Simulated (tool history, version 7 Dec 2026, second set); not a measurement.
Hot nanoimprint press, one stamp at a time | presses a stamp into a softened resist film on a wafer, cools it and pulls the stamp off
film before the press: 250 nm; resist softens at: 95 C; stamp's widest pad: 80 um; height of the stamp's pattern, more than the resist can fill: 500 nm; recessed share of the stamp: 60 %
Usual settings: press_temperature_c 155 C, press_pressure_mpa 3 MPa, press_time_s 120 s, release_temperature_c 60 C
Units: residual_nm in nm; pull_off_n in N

run 1 day=0 | press_temperature_c=155 press_pressure_mpa=3 press_time_s=120 release_temperature_c=60 | residual_nm=86.4 pull_off_n=298
run 2 day=0.762 | press_temperature_c=152 press_pressure_mpa=3 press_time_s=120 release_temperature_c=60 | residual_nm=98.4 pull_off_n=304
run 3 day=1.25 | press_temperature_c=152 press_pressure_mpa=3 press_time_s=120 release_temperature_c=60 | residual_nm=99.3 pull_off_n=297
run 4 day=1.967 | press_temperature_c=152 press_pressure_mpa=3 press_time_s=120 release_temperature_c=60 | residual_nm=99.3 pull_off_n=291
run 5 day=2.392 | press_temperature_c=152 press_pressure_mpa=3 press_time_s=120 release_temperature_c=60 | residual_nm=98.6 pull_off_n=301
run 6 day=2.779 | press_temperature_c=152 press_pressure_mpa=3 press_time_s=120 release_temperature_c=60 | residual_nm=98.2 pull_off_n=308
run 7 day=3.229 | press_temperature_c=152 press_pressure_mpa=3 press_time_s=120 release_temperature_c=60 | residual_nm=98.3 pull_off_n=306
run 8 day=3.575 | press_temperature_c=155 press_pressure_mpa=3 press_time_s=120 release_temperature_c=60 | residual_nm=87.2 pull_off_n=306
run 9 day=4.208 | press_temperature_c=155 press_pressure_mpa=3 press_time_s=120 release_temperature_c=60 | residual_nm=87.6 pull_off_n=322
-- day=4.4 plate thermocouple calibrated
run 10 day=5.062 | press_temperature_c=146 press_pressure_mpa=3 press_time_s=120 release_temperature_c=60 | residual_nm=124.7 pull_off_n=312
-- day=5.892 stamp cleaned and given a new release coat
run 11 day=6.062 | press_temperature_c=165 press_pressure_mpa=3 press_time_s=120 release_temperature_c=60 | residual_nm=59.3 pull_off_n=168
run 12 day=6.6 | press_temperature_c=165 press_pressure_mpa=3 press_time_s=120 release_temperature_c=60 | residual_nm=59.3 pull_off_n=165
run 13 day=7.179 | press_temperature_c=165 press_pressure_mpa=3 press_time_s=120 release_temperature_c=60 | residual_nm=59.6 pull_off_n=171
-- day=7.371 plate thermocouple calibrated, once more
run 14 day=8.129 | press_temperature_c=155 press_pressure_mpa=3 press_time_s=203 release_temperature_c=60 | residual_nm=75.6 pull_off_n=172
run 15 day=8.583 | press_temperature_c=155 press_pressure_mpa=3 press_time_s=143 release_temperature_c=60 | residual_nm=83.9 pull_off_n=176
run 16 day=9.383 | press_temperature_c=155 press_pressure_mpa=3 press_time_s=143 release_temperature_c=60 | residual_nm=84.3 pull_off_n=189
run 17 day=9.796 | press_temperature_c=155 press_pressure_mpa=3 press_time_s=143 release_temperature_c=60 | residual_nm=83.7 pull_off_n=186
run 18 day=10.579 | press_temperature_c=156 press_pressure_mpa=1.96 press_time_s=91 release_temperature_c=65 | residual_nm=121.2 pull_off_n=168
run 19 day=11.396 | press_temperature_c=155 press_pressure_mpa=3 press_time_s=120 release_temperature_c=64 | residual_nm=89.6 pull_off_n=174
run 20 day=12.133 | press_temperature_c=155 press_pressure_mpa=3 press_time_s=120 release_temperature_c=64 | residual_nm=90.1 pull_off_n=167
run 21 day=12.738 | press_temperature_c=165 press_pressure_mpa=3 press_time_s=120 release_temperature_c=64 | residual_nm=61.8 pull_off_n=178
run 22 day=13.075 | press_temperature_c=165 press_pressure_mpa=2.18 press_time_s=120 release_temperature_c=64 | residual_nm=74.6 pull_off_n=173
run 23 day=13.575 | press_temperature_c=155 press_pressure_mpa=1.91 press_time_s=76 release_temperature_c=60 | residual_nm=133.7 pull_off_n=202
run 24 day=14.029 | press_temperature_c=155 press_pressure_mpa=2.39 press_time_s=100 release_temperature_c=60 | residual_nm=108.6 pull_off_n=202
run 25 day=14.712 | press_temperature_c=162 press_pressure_mpa=2.39 press_time_s=100 release_temperature_c=60 | residual_nm=83.2 pull_off_n=195
run 26 day=15.271 | press_temperature_c=155 press_pressure_mpa=3 press_time_s=220 release_temperature_c=60 | residual_nm=72.5 pull_off_n=203
run 27 day=16.046 | press_temperature_c=155 press_pressure_mpa=3 press_time_s=220 release_temperature_c=60 | residual_nm=72.7 pull_off_n=196
run 28 day=16.483 | press_temperature_c=155 press_pressure_mpa=3 press_time_s=155 release_temperature_c=48 | residual_nm=82 pull_off_n=271
run 29 day=17.212 | press_temperature_c=155 press_pressure_mpa=3 press_time_s=120 release_temperature_c=55 | residual_nm=89.4 pull_off_n=243

Forecast each of these 3 alternatives for the next run:
run A day=17.596 | press_temperature_c=166 press_pressure_mpa=2.35 press_time_s=217 release_temperature_c=60 | residual_nm=? pull_off_n=?
run B day=17.596 | press_temperature_c=155 press_pressure_mpa=3 press_time_s=102 release_temperature_c=60 | residual_nm=? pull_off_n=?
run C day=17.596 | press_temperature_c=156 press_pressure_mpa=3 press_time_s=120 release_temperature_c=53 | residual_nm=? pull_off_n=?

run=A residual_nm=55.8 pull_off_n=211
run=B residual_nm=94.6 pull_off_n=212
run=C residual_nm=85.9 pull_off_n=256
Without the tool's hidden state the same runs would have given:
run=A residual_nm=55.3 pull_off_n=168
run=B residual_nm=93.5 pull_off_n=169
run=C residual_nm=84.8 pull_off_n=204
